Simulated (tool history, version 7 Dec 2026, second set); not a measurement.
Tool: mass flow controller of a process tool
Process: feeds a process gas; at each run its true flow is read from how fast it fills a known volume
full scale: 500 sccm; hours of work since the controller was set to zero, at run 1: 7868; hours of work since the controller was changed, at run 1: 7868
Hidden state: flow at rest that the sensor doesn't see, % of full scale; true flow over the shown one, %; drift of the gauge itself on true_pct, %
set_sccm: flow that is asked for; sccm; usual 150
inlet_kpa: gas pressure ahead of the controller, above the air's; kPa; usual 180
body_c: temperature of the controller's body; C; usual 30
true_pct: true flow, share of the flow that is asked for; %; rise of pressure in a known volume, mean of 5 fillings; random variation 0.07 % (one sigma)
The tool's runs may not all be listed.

| run | day | set_sccm | inlet_kpa | body_c | hours of work since the controller was set to zero | hours of work since the controller was changed | true_pct |
|---|---|---|---|---|---|---|---|
| 1 | 0 | 150 | 180 | 30 | 7868 | 7868 | 98.17 |
| 2 | 14.942 | 150 | 180 | 30 | 8150 | 8150 | 98.31 |
| 3 | 30.812 | 150 | 180 | 30 | 8451 | 8451 | 98.47 |
|  | 43.3 | controller's zero set anew |
| 4 | 43.3 | 150 | 180 | 30 | 0 | 8686 | 98.5 |
| 5 | 55.412 | 150 | 180 | 28 | 229 | 8915 | 98.72 |
| 6 | 63.321 | 150 | 180 | 28 | 379 | 9065 | 98.87 |
| 7 | 77.583 | 150 | 180 | 28 | 648 | 9335 | 98.99 |
| 8 | 90.288 | 190 | 259 | 20 | 889 | 9575 | 99.62 |
| 9 | 106.533 | 128 | 259 | 33 | 1196 | 9882 | 98.24 |
| 10 | 115.796 | 189 | 259 | 39 | 1371 | 10057 | 98.07 |
| 11 | 131.454 | 189 | 259 | 39 | 1667 | 10354 | 98.24 |
| 12 | 141.183 | 189 | 259 | 39 | 1851 | 10538 | 98.24 |
| 13 | 153.954 | 119 | 160 | 36 | 2093 | 10779 | 98.76 |
| 14 | 170.275 | 119 | 160 | 36 | 2401 | 11088 | 98.73 |

Measured less the same run without the tool's hidden state. The same run-to-run variation is in both; the gauge's scatter may not be:
| run | true_pct |
|---|---|
| 1 | +0.03 |
| 2 | +0.14 |
| 3 | +0.27 |
| 4 | +0.35 |
| 5 | +0.45 |
| 6 | +0.51 |
| 7 | +0.62 |
| 8 | +0.73 |
| 9 | +0.84 |
| 10 | +0.91 |
| 11 | +1.04 |
| 12 | +1.11 |
| 13 | +1.22 |
| 14 | +1.35 |
